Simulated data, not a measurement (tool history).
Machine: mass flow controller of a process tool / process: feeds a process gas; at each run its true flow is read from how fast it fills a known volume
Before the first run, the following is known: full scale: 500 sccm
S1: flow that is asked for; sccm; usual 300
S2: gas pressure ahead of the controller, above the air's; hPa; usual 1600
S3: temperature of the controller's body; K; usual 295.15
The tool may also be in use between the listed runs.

{"run": 1, "day": 0.0, "S1": 300, "S2": 1600, "S3": 295.15, "true flow (%)": 99.46}
{"run": 2, "day": 24.054, "S1": 300, "S2": 1600, "S3": 295.15, "true flow (%)": 99.28}
{"run": 3, "day": 44.15, "S1": 300, "S2": 1600, "S3": 295.15, "true flow (%)": 99.24}
{"run": 4, "day": 55.108, "S1": 300, "S2": 1430, "S3": 295.15, "true flow (%)": 99.29}
{"run": 5, "day": 78.867, "S1": 300, "S2": 2030, "S3": 295.15, "true flow (%)": 99.65}
{"run": 6, "day": 101.021, "S1": 300, "S2": 2030, "S3": 295.15, "true flow (%)": 99.64}
{"run": 7, "day": 119.792, "S1": 300, "S2": 2030, "S3": 295.15, "true flow (%)": 99.75}
{"run": 8, "day": 130.542, "S1": 300, "S2": 2030, "S3": 295.15, "true flow (%)": 99.55}
{"run": 9, "day": 154.854, "S1": 300, "S2": 2170, "S3": 295.15, "true flow (%)": 99.82}
{"run": 10, "day": 173.967, "S1": 300, "S2": 2170, "S3": 295.15, "true flow (%)": 99.55}
{"run": 11, "day": 193.954, "S1": 300, "S2": 1600, "S3": 295.15, "true flow (%)": 99.35}
{"run": 12, "day": 204.225, "S1": 300, "S2": 1600, "S3": 313.15, "true flow (%)": 99.72}
{"run": 13, "day": 221.221, "S1": 300, "S2": 1600, "S3": 313.15, "true flow (%)": 99.71}
{"run": 14, "day": 237.108, "S1": 300, "S2": 1600, "S3": 313.15, "true flow (%)": 99.81}
{"run": 15, "day": 261.996, "S1": 146, "S2": 2610, "S3": 309.15, "true flow (%)": 100.06}
{"run": 16, "day": 278.925, "S1": 300, "S2": 1980, "S3": 299.15, "true flow (%)": 99.74}
{"run": 17, "day": 301.904, "S1": 300, "S2": 1660, "S3": 308.15, "true flow (%)": 99.58}
{"run": 18, "day": 325.338, "S1": 300, "S2": 1660, "S3": 308.15, "true flow (%)": 99.69}
{"run": 19, "day": 341.238, "S1": 285, "S2": 1600, "S3": 307.15, "true flow (%)": 99.66}
{"run": 20, "day": 356.721, "S1": 285, "S2": 1600, "S3": 307.15, "true flow (%)": 99.57}
{"run": 21, "day": 373.954, "S1": 285, "S2": 1600, "S3": 307.15, "true flow (%)": 99.64}
{"run": 22, "day": 392.962, "S1": 104, "S2": 1600, "S3": 300.15, "true flow (%)": 99.08}
{"run": 23, "day": 405.708, "S1": 104, "S2": 1600, "S3": 300.15, "true flow (%)": 99.06}
{"run": 24, "day": 430.646, "S1": 55, "S2": 2800, "S3": 302.15, "true flow (%)": 99.85}
{"run": 25, "day": 454.962, "S1": 300, "S2": 1600, "S3": 306.15, "true flow (%)": 99.6}
{"run": 26, "day": 476.712, "S1": 89, "S2": 2140, "S3": 298.15, "true flow (%)": 99.41}
{"run": 27, "day": 496.012, "S1": 89, "S2": 2140, "S3": 298.15, "true flow (%)": 99.31}
{"run": 28, "day": 510.7, "S1": 300, "S2": 2410, "S3": 308.15, "true flow (%)": 100.17}

Here are 3 independent what-if runs from the current tool condition. What would each one return?
{"run": "A", "day": 521.808, "S1": 212, "S2": 1600, "S3": 298.15, "true flow (%)": "?"}
{"run": "B", "day": 521.808, "S1": 284, "S2": 1600, "S3": 295.15, "true flow (%)": "?"}
{"run": "C", "day": 521.808, "S1": 115, "S2": 2500, "S3": 307.15, "true flow (%)": "?"}

run=A true_flow_(%)=99.13
run=B true_flow_(%)=99.41
run=C true_flow_(%)=99.78
Stripped of hidden state, with their random variation kept, the same runs would have yielded:
run=A true_flow_(%)=99.11
run=B true_flow_(%)=99.4
run=C true_flow_(%)=99.76
